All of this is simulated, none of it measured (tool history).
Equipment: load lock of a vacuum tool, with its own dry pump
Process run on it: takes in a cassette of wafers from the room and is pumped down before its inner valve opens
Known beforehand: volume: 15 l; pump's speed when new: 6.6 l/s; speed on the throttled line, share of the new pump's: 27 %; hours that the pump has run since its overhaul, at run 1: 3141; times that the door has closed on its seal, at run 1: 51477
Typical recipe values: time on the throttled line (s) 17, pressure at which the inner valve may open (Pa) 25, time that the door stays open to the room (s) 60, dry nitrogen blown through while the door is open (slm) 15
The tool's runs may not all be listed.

run     day  time on the throttled line (s)  pressure at which the inner valve may open (Pa)  time that the door stays open to the room (s)  dry nitrogen blown through while the door is open (slm)  hours that the pump has run since its overhaul  times that the door has closed on its seal  incoming humidity of the room's air, %  time from the closed door until the inner valve may open (s)  rise of the pressure with all valves shut (Pa/min)
  1       0                              17                                               25                                             60                                                       15                                            3141                                       51477                                    43.6                                                         31.67                                               0.386
  2   7.546                              17                                               48                                             60                                                       15                                            3322                                       52190                                    44.9                                                         30.28                                               0.396
  3  11.783                              17                                               48                                             60                                                       15                                            3423                                       52590                                    44.6                                                         30.23                                               0.398
  4    16.1                              17                                               25                                             60                                                       15                                            3527                                       52998                                    42.2                                                         31.73                                               0.399
  5  20.704                              17                                               25                                             60                                                       15                                            3638                                       53433                                      41                                                         31.78                                               0.407
  6  25.862                              17                                               25                                             60                                                       15                                            3761                                       53920                                    46.5                                                         31.84                                                0.41
  7  30.825                              17                                               25                                             60                                                       15                                            3880                                       54389                                    51.3                                                         31.78                                               0.427
  8  37.371                              17                                               25                                             60                                                       15                                            4038                                       55007                                    42.8                                                         31.85                                               0.428
  9  41.442                              17                                               25                                             60                                                       15                                            4135                                       55391                                    44.4                                                         31.88                                               0.433
 10   45.45                              17                                               25                                             60                                                       15                                            4231                                       55770                                    42.9                                                         31.82                                               0.436
 11  50.779                              17                                               25                                             60                                                       35                                            4359                                       56273                                    44.3                                                         31.78                                               0.425
 12  56.292                              17                                               25                                             60                                                       35                                            4492                                       56794                                    44.1                                                         31.77                                               0.436
 13  60.058                              17                                               25                                             60                                                       35                                            4582                                       57150                                    43.8                                                         31.83                                               0.441
 14  64.962                              17                                               25                                             60                                                       35                                            4700                                       57613                                    46.1                                                         31.84                                               0.442
 15  68.204                              17                                               25                                             60                                                       35                                            4777                                       57919                                    45.9                                                         31.69                                               0.451
 16  72.008                               9                                               18                                             86                                                       42                                            4869                                       58278                                    44.3                                                         26.97                                               0.455
 17  77.925                               9                                               18                                             86                                                       42                                            5011                                       58837                                    45.3                                                         26.85                                                0.46
 18  82.804                              17                                               25                                            129                                                       15                                            5128                                       59298                                    41.6                                                         32.02                                               0.494

What does the tool deliver on the next run?
 19  86.483                              17                                               25                                             60                                                        9                                            5216                                       59646                                      43                                                             ?                                                   ?

Run 19 yielded time from the closed door until the inner valve may open (s) 31.78, rise of the pressure with all valves shut (Pa/min) 0.486.
Had the tool carried no hidden state, the very same run would have given time from the closed door until the inner valve may open (s) 31.2, rise of the pressure with all valves shut (Pa/min) 0.048.
